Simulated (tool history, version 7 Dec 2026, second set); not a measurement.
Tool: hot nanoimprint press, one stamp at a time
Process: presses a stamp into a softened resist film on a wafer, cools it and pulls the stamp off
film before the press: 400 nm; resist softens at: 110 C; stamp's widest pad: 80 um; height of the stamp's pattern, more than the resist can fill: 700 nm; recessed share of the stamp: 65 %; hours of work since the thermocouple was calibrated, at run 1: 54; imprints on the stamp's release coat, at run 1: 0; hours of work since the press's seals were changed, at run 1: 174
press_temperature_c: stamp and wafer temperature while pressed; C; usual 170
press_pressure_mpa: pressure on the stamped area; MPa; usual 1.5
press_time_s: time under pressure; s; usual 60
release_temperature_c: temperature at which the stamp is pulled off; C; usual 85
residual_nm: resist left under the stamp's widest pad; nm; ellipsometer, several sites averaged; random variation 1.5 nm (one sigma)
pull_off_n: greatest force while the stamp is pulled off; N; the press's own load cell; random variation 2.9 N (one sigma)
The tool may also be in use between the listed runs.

run,hour,press_temperature_c,press_pressure_mpa,press_time_s,release_temperature_c,hours of work since the thermocouple was calibrated,imprints on the stamp's release coat,hours of work since the press's seals were changed,residual_nm,pull_off_n
1,0,170,1.5,60,85,54,0,174,233.6,224
2,4.5,170,1.5,60,85,57,17,177,236.9,227
3,11.7,170,1.5,60,86,62,43,181,233.8,222
4,18,170,1.5,60,86,66,65,185,233.3,225
5,23.1,170,1.5,60,86,69,84,188,232,228
6,29.7,170,1.5,60,86,73,108,193,235.9,225
7,35.1,170,1.5,60,86,76,127,196,233.8,226
8,44.5,170,1.5,60,86,82,161,202,237.3,227
9,48.7,170,1.5,60,86,85,177,205,236.9,231
10,54.4,170,1.5,60,86,89,197,208,237.1,228
11,64.4,170,1.5,101,86,95,233,215,197.9,229
12,74.4,170,1.5,101,86,101,269,221,199.3,231
13,78.7,170,1.5,101,86,104,285,224,196.1,233
14,85.5,170,1.5,60,79,108,309,228,237.5,251
15,94.1,170,1.5,60,79,114,340,233,236.8,250
16,98.5,170,1.35,60,79,117,356,236,246.8,251
# hour 102.4: plate thermocouple calibrated
17,106.1,170,1.06,60,79,2,373,239,265.5,252
18,115,172,1.5,78,85,8,405,245,207.9,239
# hour 125: plate thermocouple calibrated, once more
19,127.3,175,1.08,87,86,1,439,251,199.7,233

Run 20 comes next. What will it give?
20,131.6,170,1.5,60,71,4,455,254,?,?

residual_nm: 232 nm
pull_off_n: 278 N
Without the tool's hidden state the same run would have given residual_nm 232 nm, pull_off_n 262 N.
